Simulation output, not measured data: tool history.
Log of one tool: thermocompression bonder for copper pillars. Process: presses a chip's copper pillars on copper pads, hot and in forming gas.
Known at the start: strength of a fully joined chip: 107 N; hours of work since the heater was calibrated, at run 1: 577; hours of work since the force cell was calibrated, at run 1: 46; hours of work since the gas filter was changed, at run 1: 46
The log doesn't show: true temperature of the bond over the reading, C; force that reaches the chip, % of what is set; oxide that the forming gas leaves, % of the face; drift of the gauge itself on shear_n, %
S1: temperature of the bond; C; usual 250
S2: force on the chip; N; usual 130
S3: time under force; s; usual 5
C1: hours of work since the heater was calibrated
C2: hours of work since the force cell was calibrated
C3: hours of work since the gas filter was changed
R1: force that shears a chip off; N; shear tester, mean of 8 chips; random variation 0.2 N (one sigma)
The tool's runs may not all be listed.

| run | hour | S1 | S2 | S3 | C1 | C2 | C3 | R1 |
|---|---|---|---|---|---|---|---|---|
| 1 | 0 | 250 | 130 | 5 | 577 | 46 | 46 | 70.5 |
| 2 | 7.9 | 250 | 130 | 13 | 582 | 50 | 50 | 87.9 |
| 3 | 24 | 250 | 130 | 13 | 591 | 59 | 59 | 87.9 |
| 4 | 36.1 | 250 | 130 | 13 | 598 | 66 | 66 | 87.9 |
| 5 | 46.6 | 250 | 130 | 13 | 604 | 72 | 72 | 87.3 |
| 6 | 55.3 | 250 | 130 | 13 | 609 | 77 | 77 | 87.3 |
| 7 | 69.4 | 250 | 130 | 13 | 617 | 85 | 85 | 87.4 |
| 8 | 85.8 | 250 | 130 | 13 | 627 | 95 | 95 | 87.3 |
| 9 | 98.4 | 250 | 130 | 13 | 634 | 102 | 102 | 86.6 |
| 10 | 107.3 | 250 | 130 | 13 | 639 | 107 | 107 | 86.7 |
| 11 | 117.1 | 250 | 130 | 13 | 645 | 113 | 113 | 87 |
| 12 | 128.4 | 250 | 131 | 5 | 651 | 119 | 119 | 70.1 |
| 13 | 146.6 | 250 | 130 | 5 | 661 | 130 | 130 | 70.2 |
| 14 | 157.3 | 250 | 97 | 5 | 668 | 136 | 136 | 61.2 |
| 15 | 164.8 | 240 | 151 | 5 | 672 | 140 | 140 | 68.1 |
| 16 | 174.2 | 258 | 151 | 3 | 677 | 146 | 146 | 69.3 |
| 17 | 191.2 | 250 | 120 | 14 | 687 | 155 | 155 | 85.4 |
| 18 | 200.9 | 267 | 138 | 12 | 693 | 161 | 161 | 92.8 |
| 19 | 218.8 | 267 | 138 | 12 | 703 | 171 | 171 | 93 |
| 20 | 232.1 | 232 | 169 | 4 | 711 | 179 | 179 | 62 |
| 21 | 243.1 | 274 | 169 | 3 | 717 | 185 | 185 | 80.8 |
| 22 | 254.3 | 239 | 152 | 5 | 723 | 192 | 192 | 67 |
| 23 | 261.7 | 226 | 166 | 7 | 728 | 196 | 196 | 67.7 |
| 24 | 270.6 | 250 | 130 | 9 | 733 | 201 | 201 | 79.4 |
| 25 | 286 | 236 | 95 | 9 | 742 | 210 | 210 | 62.3 |
| 26 | 294.6 | 271 | 91 | 5 | 747 | 215 | 215 | 70.3 |
| 27 | 309.7 | 242 | 159 | 11 | 755 | 224 | 224 | 83.6 |

Hidden state or all else? Some run-to-run changes of R1, split into what the settings, what came in and random variation would give without the hidden state, and what is left for the hidden state (with any gauge scatter that isn't in both results):
Run 19 -> 20: S1 267 -> 232, S2 138 -> 169, S3 12 -> 4. R1 -31 N: hidden state +3.1, all else -34.1.
Run 20 -> 21: S1 232 -> 274, S3 4 -> 3. R1 +18.8 N: hidden state -1.8, all else +20.6.
